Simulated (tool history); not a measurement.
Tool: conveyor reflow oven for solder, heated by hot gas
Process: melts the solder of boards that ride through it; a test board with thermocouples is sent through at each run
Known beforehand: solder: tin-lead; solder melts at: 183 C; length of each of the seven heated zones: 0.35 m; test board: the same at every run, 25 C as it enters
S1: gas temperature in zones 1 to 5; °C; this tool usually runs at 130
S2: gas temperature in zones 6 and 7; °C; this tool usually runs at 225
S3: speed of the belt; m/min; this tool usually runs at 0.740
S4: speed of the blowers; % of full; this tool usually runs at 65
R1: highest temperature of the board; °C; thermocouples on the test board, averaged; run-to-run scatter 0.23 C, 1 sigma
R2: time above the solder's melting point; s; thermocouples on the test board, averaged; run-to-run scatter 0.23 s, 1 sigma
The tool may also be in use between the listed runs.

| run | hour | S1 | S2 | S3 | S4 | R1 | R2 |
|---|---|---|---|---|---|---|---|
| 1 | 0.0 | 130 | 225 | 0.740 | 65 | 205.2 | 31.3 |
| 2 | 47.6 | 130 | 225 | 0.740 | 65 | 204.8 | 31.7 |
| 3 | 97.3 | 130 | 225 | 0.740 | 65 | 205.0 | 31.3 |
| 4 | 124.2 | 130 | 225 | 0.740 | 65 | 204.9 | 31.4 |
| 5 | 159.8 | 130 | 225 | 0.740 | 65 | 205.3 | 31.1 |
| 6 | 183.9 | 130 | 225 | 0.740 | 65 | 205.3 | 31.4 |
| 7 | 221.9 | 130 | 221 | 0.740 | 65 | 201.6 | 28.4 |
| 8 | 253.6 | 130 | 225 | 0.740 | 76 | 207.0 | 33.7 |
| 9 | 293.0 | 130 | 225 | 0.740 | 76 | 206.5 | 33.5 |
| 10 | 316.5 | 141 | 225 | 0.740 | 65 | 207.3 | 36.2 |
|  | 360.9 | flux residue cleaned out of gas plates and filters |
| 11 | 360.9 | 130 | 219 | 0.740 | 65 | 199.8 | 26.8 |
| 12 | 404.5 | 130 | 225 | 0.740 | 65 | 204.9 | 31.2 |
| 13 | 433.3 | 130 | 225 | 0.740 | 59 | 203.4 | 29.9 |
| 14 | 479.2 | 124 | 225 | 0.740 | 65 | 203.2 | 28.9 |
| 15 | 506.7 | 124 | 225 | 0.740 | 65 | 203.5 | 29.8 |
| 16 | 530.1 | 124 | 225 | 0.740 | 65 | 203.6 | 29.0 |
| 17 | 563.0 | 117 | 227 | 0.757 | 65 | 202.5 | 26.2 |
| 18 | 594.2 | 130 | 231 | 0.740 | 65 | 209.8 | 34.9 |
| 19 | 622.4 | 139 | 215 | 0.638 | 65 | 202.2 | 38.2 |

Expected results for the next run?
| 20 | 661.3 | 139 | 215 | 0.685 | 62 | ? | ? |

R1: 200.0 °C
R2: 32.6 s
Take away the tool's hidden state, keep the run-to-run variation as it was, and the same run would have given R1 199.9 °C, R2 32.6 s.
